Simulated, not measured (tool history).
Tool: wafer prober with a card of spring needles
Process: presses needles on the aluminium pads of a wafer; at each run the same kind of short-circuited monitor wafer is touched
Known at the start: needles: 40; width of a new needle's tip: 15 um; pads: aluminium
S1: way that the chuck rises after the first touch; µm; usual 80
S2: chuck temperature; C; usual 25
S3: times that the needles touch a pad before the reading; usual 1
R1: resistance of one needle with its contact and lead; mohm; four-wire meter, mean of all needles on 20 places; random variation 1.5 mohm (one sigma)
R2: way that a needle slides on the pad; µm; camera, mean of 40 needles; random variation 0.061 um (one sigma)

run  hour  S1  S2  S3   R1     R2
  1   0.0  80  25   1  170  17.98
  2   6.1  80  25   1  181  18.04
      8.7  -- tips cleaned on abrasive film
  3  16.8  80  25   1  169  17.97
  4  22.5  80  74   1  182  17.96
     24.7  -- tips cleaned on abrasive film
  5  27.7  80  74   1  161  18.03
  6  33.3  80  72   1  179  17.91
  7  40.2  80  72   1  185  18.00
     40.9  -- tips cleaned on abrasive film
  8  51.2  97  25   1  164  21.80
     57.2  -- tips cleaned on abrasive film
  9  61.1  97  25   1  155  21.81

Forecast run 10:
 10  72.1  83  41   3   ?   ?

R1: 156 mohm
R2: 18.82 µm
Without the tool's hidden state the same run would have given R1 142 mohm, R2 19.12 µm.

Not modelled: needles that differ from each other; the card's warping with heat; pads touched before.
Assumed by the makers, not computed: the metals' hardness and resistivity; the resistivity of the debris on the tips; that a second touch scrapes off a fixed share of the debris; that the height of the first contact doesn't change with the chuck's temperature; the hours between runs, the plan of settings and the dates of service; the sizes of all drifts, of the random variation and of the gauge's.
